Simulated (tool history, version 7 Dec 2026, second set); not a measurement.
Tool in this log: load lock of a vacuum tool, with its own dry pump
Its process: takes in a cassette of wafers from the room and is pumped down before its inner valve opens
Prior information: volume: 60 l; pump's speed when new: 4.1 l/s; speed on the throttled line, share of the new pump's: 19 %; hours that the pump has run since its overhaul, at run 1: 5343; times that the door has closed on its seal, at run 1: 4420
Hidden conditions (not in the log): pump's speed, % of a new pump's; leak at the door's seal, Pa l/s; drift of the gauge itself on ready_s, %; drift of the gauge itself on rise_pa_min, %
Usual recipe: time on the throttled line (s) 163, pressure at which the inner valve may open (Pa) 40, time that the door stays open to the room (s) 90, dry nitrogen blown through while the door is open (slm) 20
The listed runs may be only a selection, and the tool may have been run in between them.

run    hour  time on the throttled line (s)  pressure at which the inner valve may open (Pa)  time that the door stays open to the room (s)  dry nitrogen blown through while the door is open (slm)  hours that the pump has run since its overhaul  times that the door has closed on its seal  incoming humidity of the room's air, %  time from the closed door until the inner valve may open (s)  rise of the pressure with all valves shut (Pa/min)
  1     0.0                             163                                               40                                             90                                                       20                                            5343                                        4420                                    45.4                                                         249.8                                               0.075
  2   169.6                             134                                               40                                             90                                                       20                                            5512                                        5109                                    41.7                                                         227.2                                               0.076
  3   342.6                             134                                               40                                             90                                                       20                                            5685                                        5812                                    46.1                                                         227.4                                               0.090
  4   495.8                             132                                               40                                             90                                                       20                                            5838                                        6435                                    46.1                                                         226.3                                               0.089
  5   584.1                             163                                               36                                             90                                                       20                                            5927                                        6794                                    45.7                                                         253.5                                               0.091
  6   706.2                             163                                               40                                             90                                                       20                                            6049                                        7290                                    43.7                                                         251.1                                               0.099
  7   800.7                             163                                               29                                             90                                                       20                                            6143                                        7674                                    43.9                                                         256.4                                               0.104
  8   931.1                             163                                               40                                             90                                                       16                                            6274                                        8204                                    43.9                                                         252.2                                               0.104
  9  1050.9                             163                                               40                                             90                                                       16                                            6393                                        8691                                    42.8                                                         251.8                                               0.107
 10  1159.9                             163                                               40                                             90                                                       16                                            6502                                        9133                                    43.2                                                         250.8                                               0.114
 11  1277.4                             163                                               40                                             90                                                       16                                            6620                                        9611                                    47.2                                                         251.9                                               0.126
 12  1397.4                             163                                               40                                             90                                                       16                                            6740                                       10098                                    48.8                                                         252.7                                               0.131
 13  1549.1                             163                                               40                                             90                                                       13                                            6892                                       10715                                    45.0                                                         252.0                                               0.144
 14  1689.2                             163                                               65                                             90                                                       20                                            7032                                       11284                                    44.0                                                         243.8                                               0.138
 15  1798.4                             163                                               65                                             90                                                       20                                            7141                                       11728                                    43.1                                                         244.5                                               0.139
 16  1913.2                             163                                               65                                             90                                                       20                                            7256                                       12194                                    42.1                                                         243.4                                               0.148
 17  2081.6                             163                                               65                                             90                                                       20                                            7424                                       12879                                    47.2                                                         245.1                                               0.148
 18  2172.5                             163                                               65                                             90                                                       20                                            7515                                       13248                                    42.3                                                         246.3                                               0.148
 19  2293.2                             163                                               40                                             90                                                       30                                            7636                                       13739                                    46.3                                                         253.0                                               0.156
 20  2377.0                             163                                               40                                             90                                                       30                                            7720                                       14079                                    45.6                                                         251.2                                               0.164
 21  2531.1                             121                                               31                                             28                                                       11                                            7874                                       14705                                    45.8                                                         222.8                                               0.166
 22  2697.7                             121                                               52                                            119                                                       11                                            8040                                       15382                                    42.5                                                         214.2                                               0.198
 23  2857.7                             164                                               40                                            169                                                       20                                            8200                                       16032                                    45.4                                                         253.1                                               0.210
 24  2943.3                             225                                               55                                            110                                                       20                                            8286                                       16380                                    47.4                                                         298.0                                               0.211
 25  3018.7                             225                                               40                                            110                                                        6                                            8361                                       16687                                    46.4                                                         302.8                                               0.229
 26  3132.0                             225                                               40                                            110                                                        6                                            8475                                       17147                                    44.7                                                         304.0                                               0.226
 27  3272.0                             225                                               56                                            110                                                       36                                            8615                                       17716                                    44.7                                                         296.5                                               0.213

Run 28 has not been measured yet. What should we expect?
 28  3435.9                             225                                               56                                            110                                                       36                                            8778                                       18382                                    46.4                                                             ?                                                   ?

Run 28 produced time from the closed door until the inner valve may open (s) 297.8, rise of the pressure with all valves shut (Pa/min) 0.222.
With no hidden state in the tool, this same run would have given time from the closed door until the inner valve may open (s) 293.4, rise of the pressure with all valves shut (Pa/min) 0.038.

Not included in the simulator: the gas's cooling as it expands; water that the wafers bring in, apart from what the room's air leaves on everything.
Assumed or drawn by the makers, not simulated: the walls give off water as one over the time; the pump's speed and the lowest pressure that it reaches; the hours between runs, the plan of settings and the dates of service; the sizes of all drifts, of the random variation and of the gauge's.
